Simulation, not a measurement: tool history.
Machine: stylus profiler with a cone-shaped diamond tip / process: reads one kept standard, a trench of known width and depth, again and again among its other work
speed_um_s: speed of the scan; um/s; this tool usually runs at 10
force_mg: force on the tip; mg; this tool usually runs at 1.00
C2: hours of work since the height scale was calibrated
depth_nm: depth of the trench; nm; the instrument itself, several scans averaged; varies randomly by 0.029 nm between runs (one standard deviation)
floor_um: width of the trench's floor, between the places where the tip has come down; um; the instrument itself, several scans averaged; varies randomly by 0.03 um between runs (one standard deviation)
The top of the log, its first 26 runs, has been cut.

{"run": 27, "hour": 2266.5, "speed_um_s": 26, "force_mg": 0.68, "scans with this tip": 16989, "C2": 941, "depth_nm": 100.57, "floor_um": 17.21}
{"run": 28, "hour": 2337.1, "speed_um_s": 2, "force_mg": 0.37, "scans with this tip": 17371, "C2": 996, "depth_nm": 100.37, "floor_um": 17.28}
{"run": 29, "hour": 2411.8, "speed_um_s": 2, "force_mg": 0.37, "scans with this tip": 17776, "C2": 1054, "depth_nm": 100.44, "floor_um": 17.23}
{"run": 30, "hour": 2510.3, "speed_um_s": 9, "force_mg": 0.81, "scans with this tip": 18310, "C2": 1131, "depth_nm": 100.66, "floor_um": 17.25}
{"run": 31, "hour": 2593.5, "speed_um_s": 9, "force_mg": 2.3, "scans with this tip": 18762, "C2": 1196, "depth_nm": 100.97, "floor_um": 17.29}
{"hour": 2613.8, "done": "height scale calibrated on a step standard"}
{"run": 32, "hour": 2700.5, "speed_um_s": 17, "force_mg": 2.27, "scans with this tip": 19339, "C2": 67, "depth_nm": 100.71, "floor_um": 17.22}
{"hour": 2803.5, "done": "new tip fitted, height scale calibrated"}
{"run": 33, "hour": 2807.5, "speed_um_s": 8, "force_mg": 1.88, "scans with this tip": 21, "C2": 3, "depth_nm": 100.68, "floor_um": 17.93}
{"run": 34, "hour": 2923.0, "speed_um_s": 10, "force_mg": 1.39, "scans with this tip": 648, "C2": 93, "depth_nm": 100.62, "floor_um": 17.98}
{"run": 35, "hour": 3007.9, "speed_um_s": 10, "force_mg": 1.39, "scans with this tip": 1108, "C2": 159, "depth_nm": 100.62, "floor_um": 17.91}
{"run": 36, "hour": 3097.7, "speed_um_s": 3, "force_mg": 2.15, "scans with this tip": 1595, "C2": 229, "depth_nm": 100.8, "floor_um": 17.9}
{"run": 37, "hour": 3152.2, "speed_um_s": 10, "force_mg": 1.08, "scans with this tip": 1891, "C2": 271, "depth_nm": 100.57, "floor_um": 17.88}
{"run": 38, "hour": 3222.1, "speed_um_s": 11, "force_mg": 1.25, "scans with this tip": 2269, "C2": 326, "depth_nm": 100.55, "floor_um": 17.86}
{"run": 39, "hour": 3334.3, "speed_um_s": 6, "force_mg": 0.54, "scans with this tip": 2878, "C2": 413, "depth_nm": 100.45, "floor_um": 17.83}
{"run": 40, "hour": 3389.1, "speed_um_s": 3, "force_mg": 1.65, "scans with this tip": 3175, "C2": 455, "depth_nm": 100.8, "floor_um": 17.86}
{"run": 41, "hour": 3452.6, "speed_um_s": 2, "force_mg": 0.47, "scans with this tip": 3520, "C2": 505, "depth_nm": 100.47, "floor_um": 17.77}
{"run": 42, "hour": 3563.5, "speed_um_s": 2, "force_mg": 0.47, "scans with this tip": 4121, "C2": 591, "depth_nm": 100.49, "floor_um": 17.78}
{"run": 43, "hour": 3660.9, "speed_um_s": 7, "force_mg": 0.44, "scans with this tip": 4649, "C2": 667, "depth_nm": 100.41, "floor_um": 17.75}
{"run": 44, "hour": 3708.8, "speed_um_s": 2, "force_mg": 1.71, "scans with this tip": 4909, "C2": 704, "depth_nm": 100.83, "floor_um": 17.79}
{"run": 45, "hour": 3759.8, "speed_um_s": 6, "force_mg": 1.27, "scans with this tip": 5185, "C2": 744, "depth_nm": 100.71, "floor_um": 17.73}

Forecast each of these 3 alternatives for the next run:
{"run": "A", "hour": 3810.7, "speed_um_s": 7, "force_mg": 1.27, "scans with this tip": 5462, "C2": 783, "depth_nm": "?", "floor_um": "?"}
{"run": "B", "hour": 3810.7, "speed_um_s": 31, "force_mg": 1.27, "scans with this tip": 5462, "C2": 783, "depth_nm": "?", "floor_um": "?"}
{"run": "C", "hour": 3810.7, "speed_um_s": 8, "force_mg": 0.88, "scans with this tip": 5462, "C2": 783, "depth_nm": "?", "floor_um": "?"}

run=A depth_nm=100.79 floor_um=17.69
run=B depth_nm=100.80 floor_um=17.64
run=C depth_nm=100.69 floor_um=17.72
With no hidden state in the tool, these same runs would have given:
run=A depth_nm=100.53 floor_um=17.94
run=B depth_nm=100.54 floor_um=17.89
run=C depth_nm=100.43 floor_um=17.97
